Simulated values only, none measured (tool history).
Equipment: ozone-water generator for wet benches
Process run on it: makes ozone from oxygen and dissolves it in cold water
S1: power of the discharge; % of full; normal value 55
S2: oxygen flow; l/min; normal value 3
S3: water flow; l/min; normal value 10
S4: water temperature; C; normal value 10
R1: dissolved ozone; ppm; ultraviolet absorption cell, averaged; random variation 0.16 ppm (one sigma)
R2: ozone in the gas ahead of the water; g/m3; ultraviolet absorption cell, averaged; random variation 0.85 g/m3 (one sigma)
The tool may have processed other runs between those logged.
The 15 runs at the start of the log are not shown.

{"run": 16, "day": 51.217, "S1": 55, "S2": 3, "S3": 10, "S4": 6, "R1": 18.3, "R2": 124.9}
{"run": 17, "day": 55.179, "S1": 61, "S2": 3, "S3": 14, "S4": 10, "R1": 14.2, "R2": 135.7}
{"run": 18, "day": 59.379, "S1": 61, "S2": 3, "S3": 14, "S4": 10, "R1": 14, "R2": 134.3}
{"day": 59.7, "done": "water thermometer calibrated"}
{"run": 19, "day": 62.612, "S1": 61, "S2": 3, "S3": 6, "S4": 10, "R1": 25.5, "R2": 133.6}
{"run": 20, "day": 64.75, "S1": 55, "S2": 1.58, "S3": 7, "S4": 15, "R1": 18.3, "R2": 161.1}
{"day": 68.025, "done": "water thermometer calibrated, once more"}
{"run": 21, "day": 68.462, "S1": 55, "S2": 5.28, "S3": 16, "S4": 9, "R1": 13.4, "R2": 100.7}
{"run": 22, "day": 71.604, "S1": 55, "S2": 5.28, "S3": 16, "S4": 9, "R1": 13.6, "R2": 101}
{"run": 23, "day": 76.117, "S1": 65, "S2": 4.35, "S3": 10, "S4": 10, "R1": 20.1, "R2": 120.4}
{"run": 24, "day": 80.833, "S1": 65, "S2": 4.35, "S3": 10, "S4": 10, "R1": 19.7, "R2": 120.7}
{"run": 25, "day": 84.392, "S1": 65, "S2": 4.35, "S3": 14, "S4": 6, "R1": 16.4, "R2": 120.7}
{"run": 26, "day": 87.733, "S1": 65, "S2": 4.35, "S3": 14, "S4": 6, "R1": 16.3, "R2": 119.4}
{"run": 27, "day": 90.408, "S1": 53, "S2": 3.58, "S3": 11, "S4": 6, "R1": 16.7, "R2": 115}
{"run": 28, "day": 95.638, "S1": 53, "S2": 1.8, "S3": 12, "S4": 13, "R1": 11.9, "R2": 146.5}
{"run": 29, "day": 97.825, "S1": 53, "S2": 1.8, "S3": 12, "S4": 13, "R1": 11.9, "R2": 146.8}
{"run": 30, "day": 101.204, "S1": 53, "S2": 1.8, "S3": 12, "S4": 13, "R1": 11.8, "R2": 149.2}
{"run": 31, "day": 106.258, "S1": 66, "S2": 1.8, "S3": 10, "S4": 13, "R1": 15.9, "R2": 167.7}

Below are 4 alternative next runs, each starting from the tool's condition after run 31. Predict each:
{"run": "A", "day": 110.392, "S1": 66, "S2": 1.77, "S3": 16, "S4": 6, "R1": "?", "R2": "?"}
{"run": "B", "day": 110.392, "S1": 81, "S2": 4.01, "S3": 10, "S4": 6, "R1": "?", "R2": "?"}
{"run": "C", "day": 110.392, "S1": 72, "S2": 3, "S3": 10, "S4": 10, "R1": "?", "R2": "?"}
{"run": "D", "day": 110.392, "S1": 60, "S2": 3, "S3": 10, "S4": 10, "R1": "?", "R2": "?"}

run=A R1=10.9 R2=168.6
run=B R1=23.2 R2=139.4
run=C R1=19.5 R2=144.7
run=D R1=17.5 R2=130.3
The same runs, with their run-to-run variation unchanged, on a tool lacking any hidden condition would have given:
run=A R1=13.5 R2=189.2
run=B R1=28.9 R2=158.9
run=C R1=24.1 R2=163.4
run=D R1=21.2 R2=145.2

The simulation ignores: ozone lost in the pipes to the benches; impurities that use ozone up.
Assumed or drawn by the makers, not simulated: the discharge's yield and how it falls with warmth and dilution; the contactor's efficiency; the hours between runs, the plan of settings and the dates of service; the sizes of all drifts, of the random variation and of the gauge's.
